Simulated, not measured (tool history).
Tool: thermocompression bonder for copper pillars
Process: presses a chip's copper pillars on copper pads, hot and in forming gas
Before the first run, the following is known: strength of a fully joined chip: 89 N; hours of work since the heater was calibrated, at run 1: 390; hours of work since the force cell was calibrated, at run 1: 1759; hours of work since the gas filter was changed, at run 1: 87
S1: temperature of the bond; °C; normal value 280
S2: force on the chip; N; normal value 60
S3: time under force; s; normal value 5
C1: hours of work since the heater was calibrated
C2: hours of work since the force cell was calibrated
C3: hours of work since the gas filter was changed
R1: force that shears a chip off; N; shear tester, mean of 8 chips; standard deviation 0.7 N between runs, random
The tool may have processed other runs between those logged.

run 1 day=0.000 | S1=280 S2=60 S3=5 | C1=390 C2=1759 C3=87 | R1=62.1
run 2 day=2.229 | S1=280 S2=60 S3=5 | C1=419 C2=1788 C3=115 | R1=62.0
run 3 day=5.542 | S1=296 S2=60 S3=5 | C1=462 C2=1830 C3=158 | R1=69.5
run 4 day=7.475 | S1=280 S2=60 S3=5 | C1=486 C2=1855 C3=183 | R1=60.0
run 5 day=9.154 | S1=280 S2=60 S3=5 | C1=508 C2=1876 C3=204 | R1=59.0
run 6 day=12.575 | S1=280 S2=60 S3=12 | C1=552 C2=1920 C3=248 | R1=70.4
-- day=13.758 force cell calibrated
run 7 day=15.471 | S1=280 S2=60 S3=4 | C1=588 C2=22 C3=285 | R1=51.3
run 8 day=16.988 | S1=280 S2=60 S3=4 | C1=608 C2=41 C3=304 | R1=51.9
run 9 day=20.321 | S1=280 S2=56 S3=5 | C1=651 C2=84 C3=347 | R1=51.2
run 10 day=22.262 | S1=275 S2=60 S3=5 | C1=676 C2=109 C3=372 | R1=48.3
-- day=22.575 forming gas filter changed
run 11 day=24.554 | S1=275 S2=60 S3=5 | C1=705 C2=138 C3=25 | R1=55.1
run 12 day=26.696 | S1=280 S2=60 S3=3 | C1=732 C2=166 C3=53 | R1=49.5
run 13 day=28.125 | S1=280 S2=60 S3=3 | C1=751 C2=184 C3=71 | R1=49.8
run 14 day=29.796 | S1=280 S2=60 S3=3 | C1=772 C2=206 C3=93 | R1=48.1
-- day=31.229 heater calibrated with a thermocouple chip
run 15 day=32.704 | S1=280 S2=60 S3=3 | C1=19 C2=242 C3=129 | R1=56.1
run 16 day=34.721 | S1=280 S2=60 S3=5 | C1=45 C2=268 C3=155 | R1=63.5
run 17 day=38.038 | S1=280 S2=65 S3=5 | C1=87 C2=311 C3=198 | R1=65.3
run 18 day=39.562 | S1=280 S2=65 S3=5 | C1=107 C2=330 C3=217 | R1=66.1
run 19 day=42.579 | S1=280 S2=66 S3=5 | C1=146 C2=369 C3=256 | R1=65.1
run 20 day=44.125 | S1=280 S2=70 S3=5 | C1=166 C2=389 C3=276 | R1=66.7
run 21 day=46.458 | S1=280 S2=70 S3=5 | C1=196 C2=419 C3=306 | R1=65.7
run 22 day=49.471 | S1=262 S2=66 S3=10 | C1=234 C2=457 C3=344 | R1=60.1
run 23 day=50.879 | S1=305 S2=78 S3=3 | C1=252 C2=475 C3=362 | R1=72.1
-- day=52.067 forming gas filter changed
run 24 day=53.738 | S1=305 S2=78 S3=3 | C1=289 C2=512 C3=21 | R1=80.2
run 25 day=55.688 | S1=305 S2=78 S3=9 | C1=314 C2=537 C3=47 | R1=85.8
run 26 day=57.467 | S1=278 S2=51 S3=9 | C1=337 C2=560 C3=69 | R1=61.9
run 27 day=60.438 | S1=280 S2=40 S3=3 | C1=375 C2=598 C3=108 | R1=35.2
run 28 day=62.033 | S1=299 S2=88 S3=3 | C1=395 C2=618 C3=128 | R1=79.0
run 29 day=64.758 | S1=299 S2=69 S3=3 | C1=430 C2=653 C3=163 | R1=70.7
run 30 day=67.688 | S1=299 S2=69 S3=3 | C1=468 C2=691 C3=201 | R1=69.0
run 31 day=69.500 | S1=262 S2=71 S3=3 | C1=491 C2=714 C3=224 | R1=46.8
run 32 day=72.721 | S1=253 S2=85 S3=7 | C1=533 C2=756 C3=265 | R1=59.1
run 33 day=75.888 | S1=253 S2=85 S3=7 | C1=573 C2=796 C3=306 | R1=58.1
run 34 day=78.108 | S1=305 S2=45 S3=5 | C1=602 C2=825 C3=334 | R1=59.7
run 35 day=80.904 | S1=280 S2=37 S3=5 | C1=638 C2=861 C3=370 | R1=34.0
-- day=81.221 forming gas filter changed
run 36 day=83.083 | S1=280 S2=37 S3=5 | C1=665 C2=888 C3=24 | R1=37.4
run 37 day=86.262 | S1=283 S2=73 S3=5 | C1=706 C2=929 C3=65 | R1=70.1
run 38 day=89.362 | S1=291 S2=56 S3=8 | C1=746 C2=969 C3=105 | R1=68.7
run 39 day=91.821 | S1=271 S2=60 S3=5 | C1=778 C2=1001 C3=136 | R1=50.9

For some of the steps in R1 from one run to the next: how much would appear even if the tool had no hidden state, given the settings, what came in and random variation, and how much remains for the hidden state plus any gauge scatter that the measured result and the result without hidden state don't share?
What the log doesn't record here: true temperature of the bond over the reading, C; force that reaches the chip, % of what is set; oxide that the forming gas leaves, % of the face; drift of the gauge itself on shear_n, %.
Run 10 -> 11: forming gas filter changed. R1 +6.8 N: hidden state +5.0, all else +1.8.
Run 14 -> 15: heater calibrated with a thermocouple chip. R1 +8.0 N: hidden state +7.6, all else +0.4.
Run 23 -> 24: forming gas filter changed. R1 +8.1 N: hidden state +7.8, all else +0.3.
Run 26 -> 27: S1 278 -> 280, S2 51 -> 40, S3 9 -> 3. R1 -26.7 N: hidden state +0.0, all else -26.7.
Run 27 -> 28: S1 280 -> 299, S2 40 -> 88. R1 +43.8 N: hidden state -1.0, all else +44.8.
Run 36 -> 37: S1 280 -> 283, S2 37 -> 73. R1 +32.7 N: hidden state -1.0, all else +33.7.
